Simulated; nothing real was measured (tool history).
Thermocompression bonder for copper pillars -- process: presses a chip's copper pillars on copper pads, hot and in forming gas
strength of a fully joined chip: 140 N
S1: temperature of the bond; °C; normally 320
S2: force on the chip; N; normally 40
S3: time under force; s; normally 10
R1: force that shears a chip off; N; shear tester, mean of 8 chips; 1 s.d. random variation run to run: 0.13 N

run 1 day=0.000 | S1=320 S2=40 S3=10 | R1=67.9
run 2 day=0.312 | S1=320 S2=40 S3=10 | R1=68.0
run 3 day=0.588 | S1=320 S2=40 S3=10 | R1=67.9
run 4 day=0.842 | S1=320 S2=40 S3=10 | R1=68.0
run 5 day=1.112 | S1=320 S2=40 S3=10 | R1=67.8
run 6 day=1.433 | S1=320 S2=40 S3=10 | R1=68.0
run 7 day=1.842 | S1=320 S2=40 S3=10 | R1=68.0
run 8 day=2.042 | S1=320 S2=40 S3=10 | R1=68.0
run 9 day=2.258 | S1=320 S2=40 S3=10 | R1=67.8
run 10 day=2.612 | S1=320 S2=40 S3=10 | R1=68.0
run 11 day=2.783 | S1=320 S2=40 S3=10 | R1=68.1
run 12 day=3.042 | S1=320 S2=40 S3=10 | R1=68.0
run 13 day=3.312 | S1=320 S2=40 S3=10 | R1=68.1
run 14 day=3.492 | S1=320 S2=40 S3=10 | R1=68.1
run 15 day=3.871 | S1=320 S2=40 S3=17 | R1=81.1
run 16 day=4.200 | S1=320 S2=40 S3=17 | R1=81.3
run 17 day=4.583 | S1=320 S2=40 S3=17 | R1=81.1
run 18 day=4.967 | S1=320 S2=39 S3=17 | R1=80.4
run 19 day=5.196 | S1=320 S2=39 S3=17 | R1=80.1
run 20 day=5.446 | S1=320 S2=40 S3=10 | R1=68.1
run 21 day=5.725 | S1=309 S2=46 S3=10 | R1=67.0
run 22 day=6.104 | S1=324 S2=32 S3=10 | R1=62.6
run 23 day=6.358 | S1=320 S2=30 S3=11 | R1=61.0
run 24 day=6.721 | S1=320 S2=30 S3=11 | R1=60.9
run 25 day=7.042 | S1=332 S2=30 S3=5 | R1=49.5
run 26 day=7.358 | S1=330 S2=35 S3=10 | R1=68.5
run 27 day=7.712 | S1=301 S2=47 S3=6 | R1=52.3
run 28 day=7.992 | S1=315 S2=55 S3=20 | R1=93.7
run 29 day=8.167 | S1=320 S2=27 S3=8 | R1=51.2
run 30 day=8.521 | S1=348 S2=25 S3=19 | R1=82.0
run 31 day=8.862 | S1=348 S2=25 S3=19 | R1=81.9
run 32 day=9.221 | S1=348 S2=25 S3=19 | R1=82.0
run 33 day=9.542 | S1=316 S2=31 S3=15 | R1=67.4
run 34 day=9.933 | S1=316 S2=31 S3=15 | R1=67.4
run 35 day=10.171 | S1=320 S2=35 S3=7 | R1=55.6
-- day=10.312 heater calibrated with a thermocouple chip
run 36 day=10.467 | S1=341 S2=40 S3=10 | R1=78.7
run 37 day=10.762 | S1=341 S2=40 S3=10 | R1=78.5
run 38 day=11.133 | S1=341 S2=51 S3=21 | R1=105.3
run 39 day=11.358 | S1=293 S2=27 S3=7 | R1=37.7

Below are 3 alternative next runs, each starting from the tool's condition after run 39. Predict each:
run A day=11.533 | S1=320 S2=40 S3=8 | R1=?
run B day=11.533 | S1=299 S2=56 S3=7 | R1=?
run C day=11.533 | S1=293 S2=55 S3=7 | R1=?

run=A R1=62.8
run=B R1=59.6
run=C R1=56.3
With the hidden condition removed and each run's random variation left untouched, the same runs would have given:
run=A R1=62.9
run=B R1=59.7
run=C R1=56.3

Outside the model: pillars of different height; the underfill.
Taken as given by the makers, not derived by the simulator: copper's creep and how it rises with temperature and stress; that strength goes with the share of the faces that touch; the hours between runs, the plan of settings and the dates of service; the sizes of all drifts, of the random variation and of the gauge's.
